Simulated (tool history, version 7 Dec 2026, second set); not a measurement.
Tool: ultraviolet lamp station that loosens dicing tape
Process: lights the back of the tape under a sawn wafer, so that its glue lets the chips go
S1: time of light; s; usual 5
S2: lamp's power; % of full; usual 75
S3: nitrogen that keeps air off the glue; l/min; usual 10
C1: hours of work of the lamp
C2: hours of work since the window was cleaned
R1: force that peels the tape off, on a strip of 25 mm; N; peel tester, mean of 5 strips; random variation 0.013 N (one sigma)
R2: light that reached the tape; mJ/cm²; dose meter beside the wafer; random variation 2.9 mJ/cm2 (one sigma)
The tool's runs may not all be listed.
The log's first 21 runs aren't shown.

| run | hour | S1 | S2 | S3 | C1 | C2 | R1 | R2 |
|---|---|---|---|---|---|---|---|---|
| 22 | 358.1 | 5 | 75 | 10 | 693 | 159 | 1.314 | 281 |
| 23 | 375.7 | 2 | 84 | 14 | 707 | 173 | 3.093 | 124 |
|  | 383.8 | lamp changed |
| 24 | 390.9 | 2 | 84 | 14 | 6 | 184 | 2.167 | 176 |
| 25 | 408.6 | 2 | 84 | 14 | 20 | 198 | 2.186 | 172 |
| 26 | 428.3 | 8 | 85 | 10 | 36 | 214 | 0.186 | 698 |
| 27 | 439.9 | 3 | 75 | 10 | 45 | 223 | 1.786 | 228 |
| 28 | 451.7 | 5 | 73 | 10 | 54 | 233 | 0.8 | 373 |
| 29 | 460.9 | 5 | 62 | 10 | 62 | 240 | 1.084 | 309 |
| 30 | 483.3 | 5 | 99 | 10 | 79 | 258 | 0.426 | 491 |
| 31 | 505.5 | 5 | 84 | 9 | 97 | 276 | 0.674 | 407 |
| 32 | 517.9 | 5 | 84 | 9 | 107 | 286 | 0.67 | 407 |
| 33 | 538.1 | 3 | 84 | 5 | 123 | 302 | 2.313 | 241 |
| 34 | 554.5 | 3 | 84 | 5 | 136 | 315 | 2.284 | 240 |
| 35 | 571.1 | 3 | 93 | 10 | 149 | 328 | 1.457 | 262 |
| 36 | 586 | 3 | 93 | 10 | 161 | 340 | 1.497 | 257 |
| 37 | 604.2 | 3 | 93 | 10 | 176 | 354 | 1.498 | 253 |
| 38 | 624.6 | 2 | 75 | 4 | 192 | 371 | 3.959 | 134 |
| 39 | 640.4 | 2 | 93 | 5 | 205 | 383 | 3.363 | 166 |
| 40 | 653.4 | 2 | 93 | 6 | 215 | 394 | 3.082 | 164 |
|  | 659.6 | window cleaned of glue's vapour |
| 41 | 670.9 | 8 | 75 | 16 | 229 | 9 | 0.175 | 604 |
| 42 | 682.9 | 7 | 61 | 5 | 238 | 19 | 0.946 | 433 |
| 43 | 694.8 | 4 | 61 | 17 | 248 | 28 | 1.253 | 243 |

The next listed run, before its measurement:
| 44 | 713.7 | 5 | 88 | 19 | 263 | 43 | ? | ? |

{"run 44": {"R1": 0.36, "R2": 437}}
Without the tool's hidden state the same run would have given R1 0.263 N, R2 499 mJ/cm².
